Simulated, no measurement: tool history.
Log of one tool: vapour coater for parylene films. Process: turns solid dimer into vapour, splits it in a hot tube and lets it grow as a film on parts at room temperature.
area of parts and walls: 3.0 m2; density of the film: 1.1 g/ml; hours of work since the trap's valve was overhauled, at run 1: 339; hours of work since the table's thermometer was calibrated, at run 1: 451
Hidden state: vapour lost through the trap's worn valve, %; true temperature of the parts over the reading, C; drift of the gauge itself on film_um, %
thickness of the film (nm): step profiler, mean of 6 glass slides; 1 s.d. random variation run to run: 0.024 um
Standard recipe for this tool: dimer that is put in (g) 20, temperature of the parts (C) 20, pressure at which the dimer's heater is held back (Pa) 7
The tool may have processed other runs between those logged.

| run | hour | dimer that is put in (g) | temperature of the parts (C) | pressure at which the dimer's heater is held back (Pa) | hours of work since the trap's valve was overhauled | hours of work since the table's thermometer was calibrated | thickness of the film (nm) |
|---|---|---|---|---|---|---|---|
| 1 | 0 | 20 | 20 | 7 | 339 | 451 | 3240 |
| 2 | 29.9 | 20 | 20 | 7 | 362 | 475 | 3270 |
| 3 | 76.5 | 20 | 20 | 7 | 398 | 511 | 3250 |
| 4 | 115.9 | 20 | 20 | 7 | 429 | 542 | 3250 |
| 5 | 158.3 | 16 | 20 | 7 | 462 | 575 | 2540 |
| 6 | 193.8 | 16 | 20 | 7 | 490 | 603 | 2570 |
| 7 | 229.6 | 20 | 20 | 7 | 518 | 631 | 3170 |
| 8 | 254.1 | 20 | 20 | 7 | 537 | 650 | 3190 |
| 9 | 283.6 | 20 | 20 | 7 | 560 | 673 | 3150 |
|  | 312.2 | trap's valve overhauled |
| 10 | 312.2 | 20 | 27 | 7 | 0 | 692 | 2700 |
| 11 | 360.3 | 20 | 27 | 7 | 37 | 729 | 2710 |
| 12 | 394 | 20 | 20 | 7 | 64 | 756 | 3430 |
| 13 | 438.1 | 20 | 20 | 7 | 98 | 790 | 3400 |
| 14 | 475.7 | 13 | 21 | 2.71 | 128 | 819 | 2630 |
|  | 481.6 | table's thermometer calibrated |
| 15 | 501.2 | 13 | 21 | 2.71 | 147 | 15 | 2690 |

For run 16, what comes out?
| 16 | 533 | 36 | 21 | 2.39 | 171 | 40 | ? |

thickness of the film (nm): 7580
Minus the tool's unlogged condition, the same run would have read thickness of the film (nm) 7860.
